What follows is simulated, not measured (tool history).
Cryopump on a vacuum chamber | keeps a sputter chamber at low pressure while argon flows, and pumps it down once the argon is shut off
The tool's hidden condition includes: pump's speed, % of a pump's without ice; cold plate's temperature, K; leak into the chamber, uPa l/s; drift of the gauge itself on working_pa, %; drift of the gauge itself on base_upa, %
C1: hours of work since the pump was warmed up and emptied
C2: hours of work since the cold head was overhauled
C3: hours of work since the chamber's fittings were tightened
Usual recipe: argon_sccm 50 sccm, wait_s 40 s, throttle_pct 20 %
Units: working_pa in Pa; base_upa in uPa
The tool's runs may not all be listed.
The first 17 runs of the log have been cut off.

run 18 hour=187.4 | argon_sccm=30 wait_s=27 throttle_pct=20 | C1=186 C2=186 C3=2449 | working_pa=0.1862 base_upa=6.01
run 19 hour=194.6 | argon_sccm=30 wait_s=27 throttle_pct=20 | C1=189 C2=189 C3=2452 | working_pa=0.1846 base_upa=6.1
run 20 hour=201.6 | argon_sccm=30 wait_s=27 throttle_pct=20 | C1=192 C2=192 C3=2455 | working_pa=0.186 base_upa=5.86
run 21 hour=212.5 | argon_sccm=68 wait_s=40 throttle_pct=25 | C1=196 C2=196 C3=2459 | working_pa=0.3361 base_upa=5.01
run 22 hour=225.4 | argon_sccm=68 wait_s=40 throttle_pct=25 | C1=202 C2=202 C3=2465 | working_pa=0.3371 base_upa=5.01
run 23 hour=232.8 | argon_sccm=83 wait_s=29 throttle_pct=55 | C1=205 C2=205 C3=2468 | working_pa=0.1927 base_upa=5.81
run 24 hour=241.3 | argon_sccm=80 wait_s=103 throttle_pct=17 | C1=209 C2=209 C3=2472 | working_pa=0.5824 base_upa=3.57
run 25 hour=253.6 | argon_sccm=80 wait_s=68 throttle_pct=20 | C1=214 C2=214 C3=2477 | working_pa=0.4939 base_upa=4.24
run 26 hour=263.9 | argon_sccm=35 wait_s=46 throttle_pct=37 | C1=218 C2=218 C3=2481 | working_pa=0.1181 base_upa=4.87
run 27 hour=278 | argon_sccm=50 wait_s=40 throttle_pct=23 | C1=224 C2=224 C3=2487 | working_pa=0.2707 base_upa=4.95
run 28 hour=288.3 | argon_sccm=60 wait_s=34 throttle_pct=51 | C1=229 C2=229 C3=2492 | working_pa=0.1503 base_upa=5.36
run 29 hour=302.1 | argon_sccm=41 wait_s=25 throttle_pct=20 | C1=235 C2=235 C3=2498 | working_pa=0.2536 base_upa=6.39
run 30 hour=316.8 | argon_sccm=87 wait_s=290 throttle_pct=19 | C1=241 C2=241 C3=2504 | working_pa=0.5674 base_upa=3.2
run 31 hour=323.2 | argon_sccm=87 wait_s=290 throttle_pct=19 | C1=244 C2=244 C3=2507 | working_pa=0.5677 base_upa=3.25

What if the next run were any one of these 5? Each begins from the tool's condition after run 31:
run A hour=338.5 | argon_sccm=87 wait_s=29 throttle_pct=19 | C1=250 C2=250 C3=2513 | working_pa=? base_upa=?
run B hour=338.5 | argon_sccm=33 wait_s=40 throttle_pct=24 | C1=250 C2=250 C3=2513 | working_pa=? base_upa=?
run C hour=338.5 | argon_sccm=21 wait_s=40 throttle_pct=18 | C1=250 C2=250 C3=2513 | working_pa=? base_upa=?
run D hour=338.5 | argon_sccm=32 wait_s=290 throttle_pct=18 | C1=250 C2=250 C3=2513 | working_pa=? base_upa=?
run E hour=338.5 | argon_sccm=41 wait_s=109 throttle_pct=54 | C1=250 C2=250 C3=2513 | working_pa=? base_upa=?

run=A working_pa=0.5634 base_upa=5.89
run=B working_pa=0.1711 base_upa=5.09
run=C working_pa=0.1466 base_upa=5.15
run=D working_pa=0.2203 base_upa=3.16
run=E working_pa=0.098 base_upa=3.58
Stripped of hidden state, with their random variation kept, the same runs would have yielded:
run=A working_pa=0.5516 base_upa=3.17
run=B working_pa=0.1666 base_upa=2.37
run=C working_pa=0.1437 base_upa=2.4
run=D working_pa=0.216 base_upa=0.49
run=E working_pa=0.0924 base_upa=0.99
